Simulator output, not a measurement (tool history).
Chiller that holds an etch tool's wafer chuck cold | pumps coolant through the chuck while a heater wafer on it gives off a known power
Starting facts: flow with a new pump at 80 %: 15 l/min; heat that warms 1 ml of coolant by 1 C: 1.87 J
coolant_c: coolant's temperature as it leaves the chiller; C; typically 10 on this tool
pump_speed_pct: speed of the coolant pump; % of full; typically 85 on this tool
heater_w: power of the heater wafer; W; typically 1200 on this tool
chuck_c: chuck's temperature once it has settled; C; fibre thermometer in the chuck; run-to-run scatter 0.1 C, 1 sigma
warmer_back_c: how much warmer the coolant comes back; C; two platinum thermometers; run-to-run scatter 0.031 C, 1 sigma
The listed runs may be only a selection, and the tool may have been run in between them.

run	hour	coolant_c	pump_speed_pct	heater_w	chuck_c	warmer_back_c
1	0.0	10	85	1200	19.0	2.49
2	109.5	10	85	1200	19.0	2.46
3	217.5	10	85	1200	19.1	2.42
4	273.5	10	87	1200	18.9	2.42
5	340.2	10	85	1200	19.0	2.44
6	451.0	10	85	1200	19.1	2.48
7	521.8	10	85	1200	19.2	2.48
8	592.7	10	87	1200	19.1	2.45
9	699.0	10	87	1200	19.0	2.40
10	814.9	10	85	1200	19.3	2.44
11	877.9	10	85	1200	19.3	2.47
# hour 902.9: chiller's thermometer calibrated
12	949.5	10	85	1200	19.0	2.50
13	1039.7	10	85	1200	19.2	2.52
14	1114.2	18	85	1200	27.3	2.46
15	1236.1	10	72	1200	20.7	3.01
16	1342.2	10	72	1200	21.0	3.05
17	1410.5	7	74	1200	17.6	2.96
18	1466.8	7	74	1200	17.6	2.91
19	1573.2	10	72	1566	24.1	3.93
20	1687.3	10	72	1566	24.4	3.88

Run 21 comes next. What will it give?
21	1771.2	2	61	1293	?	?

Logged for run 21: chuck_c 15.9 C, warmer_back_c 3.87 C.
Without the tool's hidden state the same run would have given chuck_c 14.0 C, warmer_back_c 3.72 C.

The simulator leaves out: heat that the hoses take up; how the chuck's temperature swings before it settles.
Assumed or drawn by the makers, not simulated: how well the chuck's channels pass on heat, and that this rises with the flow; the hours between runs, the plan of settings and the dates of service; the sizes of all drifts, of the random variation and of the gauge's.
